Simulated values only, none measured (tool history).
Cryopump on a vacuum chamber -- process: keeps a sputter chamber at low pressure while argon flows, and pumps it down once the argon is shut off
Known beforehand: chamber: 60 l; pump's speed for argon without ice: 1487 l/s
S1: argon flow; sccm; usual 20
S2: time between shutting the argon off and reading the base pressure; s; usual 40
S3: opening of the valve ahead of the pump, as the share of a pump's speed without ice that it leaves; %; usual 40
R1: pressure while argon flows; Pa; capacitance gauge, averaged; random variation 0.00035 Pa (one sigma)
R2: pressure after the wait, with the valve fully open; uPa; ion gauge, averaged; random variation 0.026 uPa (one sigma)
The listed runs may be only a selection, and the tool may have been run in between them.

run     day  S1   S2  S3      R1    R2
  1   0.000  20   40  40  0.0574  1.31
  2   1.250  20   40  40  0.0578  1.31
  3   2.662  20   40  40  0.0582  1.38
  4   3.912  20   40  40  0.0578  1.40
  5   5.871  35   40  40  0.1019  1.37
  6   6.858  35   40  40  0.1017  1.44
  7   8.550  35   40  40  0.1020  1.37
  8   9.638  35   40  40  0.1025  1.42
  9  11.421  13   40  40  0.0379  1.51
 10  13.075  13   40  40  0.0380  1.40
 11  14.979  13   40  40  0.0380  1.48
 12  15.933  13   40  40  0.0388  1.49
 13  17.442  13   40  40  0.0386  1.53
 14  18.558  13   40  40  0.0390  1.48
 15  20.192  31   40  40  0.0922  1.53
 16  21.467  15   40  40  0.0453  1.52
 17  22.429  15   44  58  0.0314  1.44
 18  23.608  15  259  52  0.0348  0.84
 19  24.571  27   56  16  0.1962  1.32
 20  25.717  27   56  16  0.1968  1.34

Run 21 comes next. What will it give?
 21  27.404  15  121  18   ?   ?

{"run 21": {"R1": 0.0973, "R2": 1.01}}
Were there no unlogged condition in the tool, this run, its random variation unchanged, would have produced R1 0.0946 Pa, R2 0.49 uPa.
